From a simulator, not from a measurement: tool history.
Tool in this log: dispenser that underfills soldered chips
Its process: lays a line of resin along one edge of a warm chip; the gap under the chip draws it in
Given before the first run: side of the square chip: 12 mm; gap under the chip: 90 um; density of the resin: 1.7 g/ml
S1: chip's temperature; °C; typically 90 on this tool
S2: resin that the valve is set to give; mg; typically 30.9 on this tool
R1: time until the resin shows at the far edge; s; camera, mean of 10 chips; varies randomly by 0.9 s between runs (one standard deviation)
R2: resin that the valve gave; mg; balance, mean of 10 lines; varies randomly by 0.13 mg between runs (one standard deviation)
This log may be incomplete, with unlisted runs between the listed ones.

run,hour,S1,S2,R1,R2
1,0,90,30.9,132.7,29.74
2,2.5,90,30.9,155.9,29.83
# hour 5.2: dispensing valve cleaned and set on the balance
3,6.3,90,30.9,182,30.9
# hour 7.9: new syringe of resin
4,12.1,90,30.9,103.3,30.95
5,15,90,30.9,126.7,30.58
6,19.5,90,30.9,161.6,30.64
7,22,90,30.9,195.4,30.61
# hour 22.8: new syringe of resin
8,27.5,90,30.9,108,30.58
9,31.8,90,30.9,142.3,30.51
10,35.7,80,26.5,295.7,26.32
# hour 37.6: new syringe of resin
11,40.6,81,38.6,143.5,37.93
12,45.3,99,37.7,83.9,36.98
13,48.3,101,37.4,93.9,36.72
# hour 52.3: new syringe of resin
14,54.1,84,29,119.5,28.22
15,58.7,84,29,162,28.26
16,62.9,77,32.6,280.5,31.54
# hour 65.4: dispensing valve cleaned and set on the balance
# hour 68.2: new syringe of resin
17,68.8,85,37.5,102.6,37.34
18,72,85,37.5,123.2,37.35

Each row is a separate what-if for the run after 18, all from the same tool condition, not one after another. Results?
A,75.2,76,39,?,?
B,75.2,93,35.7,?,?
C,75.2,91,37.5,?,?
D,75.2,77,31.1,?,?
E,75.2,103,38.2,?,?

run,R1,R2
A,225.2,38.85
B,107.6,35.79
C,115.3,37.35
D,219.7,30.71
E,69.5,37.91
Without the tool's hidden state the same runs would have given:
run,R1,R2
A,155.4,39.02
B,73.9,35.94
C,79.2,37.51
D,151.4,30.84
E,47.8,38.07

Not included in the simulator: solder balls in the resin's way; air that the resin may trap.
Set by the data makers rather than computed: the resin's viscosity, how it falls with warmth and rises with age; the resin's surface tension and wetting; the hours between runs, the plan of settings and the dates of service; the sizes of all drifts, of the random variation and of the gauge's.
